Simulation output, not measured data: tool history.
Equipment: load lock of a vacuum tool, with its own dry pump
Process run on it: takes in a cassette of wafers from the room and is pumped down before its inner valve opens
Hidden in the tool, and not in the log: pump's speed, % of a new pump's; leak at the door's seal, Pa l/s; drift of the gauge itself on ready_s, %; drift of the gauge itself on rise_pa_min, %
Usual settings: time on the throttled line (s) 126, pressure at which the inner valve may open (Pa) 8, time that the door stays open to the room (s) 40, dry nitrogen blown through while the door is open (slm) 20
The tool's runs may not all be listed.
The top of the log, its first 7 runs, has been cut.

run    hour  time on the throttled line (s)  pressure at which the inner valve may open (Pa)  time that the door stays open to the room (s)  dry nitrogen blown through while the door is open (slm)  hours that the pump has run since its overhaul  times that the door has closed on its seal  incoming humidity of the room's air, %  time from the closed door until the inner valve may open (s)  rise of the pressure with all valves shut (Pa/min)
  8   601.0                              87                                                8                                             40                                                       20                                            4359                                       13978                                    44.8                                                         168.1                                               0.223
  9   713.6                              87                                                8                                             40                                                       20                                            4471                                       14354                                    43.0                                                         167.5                                               0.227
 10   836.0                              78                                                8                                             40                                                       20                                            4594                                       14764                                    41.7                                                         160.3                                               0.239
 11   945.2                              78                                                8                                             40                                                       20                                            4703                                       15129                                    45.8                                                         160.3                                               0.247
 12  1005.7                             227                                                8                                             40                                                       20                                            4764                                       15331                                    44.5                                                         285.5                                               0.257
 13  1126.4                             227                                                8                                             40                                                       20                                            4884                                       15734                                    46.9                                                         289.5                                               0.267
 14  1249.7                             126                                                8                                             59                                                       20                                            5008                                       16146                                    43.0                                                         200.1                                               0.280
 15  1369.8                             126                                                8                                             59                                                       20                                            5128                                       16548                                    47.8                                                         202.0                                               0.297
 16  1469.5                             126                                                8                                             59                                                       20                                            5227                                       16881                                    48.0                                                         201.2                                               0.296
 17  1572.7                             126                                                8                                             59                                                       20                                            5331                                       17226                                    45.2                                                         203.4                                               0.307
 18  1637.2                             105                                                8                                             59                                                       20                                            5395                                       17441                                    47.2                                                         182.7                                               0.310
 19  1756.1                             105                                                8                                             59                                                       20                                            5514                                       17839                                    44.0                                                         183.7                                               0.321
 20  1879.3                             187                                               10                                            224                                                       13                                            5637                                       18251                                    45.6                                                         249.7                                               0.434
 21  1961.7                             187                                                7                                            224                                                       13                                            5720                                       18526                                    44.0                                                         253.3                                               0.426
 22  2077.1                             126                                                6                                             46                                                       20                                            5835                                       18912                                    43.5                                                         204.0                                               0.342
 23  2159.3                              70                                                6                                             46                                                       20                                            5917                                       19186                                    46.1                                                         155.3                                               0.361
 24  2279.0                             126                                               15                                             48                                                       20                                            6037                                       19587                                    42.5                                                         194.1                                               0.355
 25  2355.3                             240                                                7                                             40                                                       20                                            6113                                       19842                                    44.0                                                         300.5                                               0.358
 26  2416.8                             240                                                7                                             40                                                       20                                            6175                                       20047                                    46.5                                                         302.7                                               0.369
 27  2492.0                             126                                                8                                             40                                                       36                                            6250                                       20298                                    45.9                                                         203.4                                               0.359
 28  2608.0                             126                                                8                                             40                                                       36                                            6366                                       20686                                    44.1                                                         203.6                                               0.373
 29  2659.9                             126                                                8                                             40                                                        6                                            6418                                       20859                                    47.4                                                         201.9                                               0.413

Predict the results of run 30:
 30  2717.2                             126                                               12                                             40                                                        6                                            6475                                       21051                                    44.4                                                             ?                                                   ?

Run 30 yielded time from the closed door until the inner valve may open (s) 195.9, rise of the pressure with all valves shut (Pa/min) 0.413.
Were there no unlogged condition in the tool, this run, its random variation unchanged, would have produced time from the closed door until the inner valve may open (s) 191.6, rise of the pressure with all valves shut (Pa/min) 0.041.
